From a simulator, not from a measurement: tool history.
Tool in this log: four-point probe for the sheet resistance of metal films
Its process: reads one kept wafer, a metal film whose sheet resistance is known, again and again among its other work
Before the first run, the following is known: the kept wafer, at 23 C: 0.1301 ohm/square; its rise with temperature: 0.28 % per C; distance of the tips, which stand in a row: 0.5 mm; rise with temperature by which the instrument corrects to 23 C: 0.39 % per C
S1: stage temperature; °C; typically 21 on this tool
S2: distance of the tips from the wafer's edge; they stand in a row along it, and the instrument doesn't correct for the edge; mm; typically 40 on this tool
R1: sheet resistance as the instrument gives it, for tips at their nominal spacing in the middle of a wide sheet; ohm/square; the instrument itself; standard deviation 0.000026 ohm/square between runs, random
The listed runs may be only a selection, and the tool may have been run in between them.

run,day,S1,S2,R1
1,0.000,21,40,0.129949
2,2.312,21,40,0.129901
3,4.338,21,6,0.130380
4,6.958,24,40,0.129533
5,10.592,25,40,0.129436
6,12.908,23,40,0.129659
7,16.608,25,40,0.129432
8,19.075,33,40,0.128353
9,22.662,33,40,0.128369
10,26.404,33,40,0.128367
11,29.850,33,40,0.128375
12,31.829,21,40,0.129934
13,35.254,21,40,0.129985
14,38.438,30,40,0.128744
15,40.696,30,40,0.128810
16,42.967,30,40,0.128768
17,45.400,30,40,0.128771
18,48.379,21,40,0.129948
19,51.617,21,40,0.129978
20,55.308,21,47,0.129921
21,58.075,27,40,0.129179
22,60.596,21,6,0.130417
# day 63.842: stage's thermometer calibrated
23,64.225,27,6,0.129479
24,66.183,21,40,0.129842
25,68.929,22,12,0.129749
26,71.450,27,70,0.129010
27,74.854,27,70,0.128993
28,77.308,27,70,0.128966
29,80.188,24,18,0.129451
30,82.908,29,12,0.128810
31,85.817,26,37,0.129117
32,88.975,31,9,0.128669
33,90.900,23,7,0.129868
34,94.171,23,7,0.129868
35,96.725,18,5,0.130893
36,98.408,18,5,0.130932
37,101.796,28,42,0.128852

Alternative continuations, all from the tool just after run 37; predict every row:
A,104.275,21,27,?
B,104.275,23,36,?
C,104.275,24,42,?

run,R1
A,0.129786
B,0.129503
C,0.129393
Without the tool's unlogged condition, the same runs would have read:
run,R1
A,0.130380
B,0.130096
C,0.129985
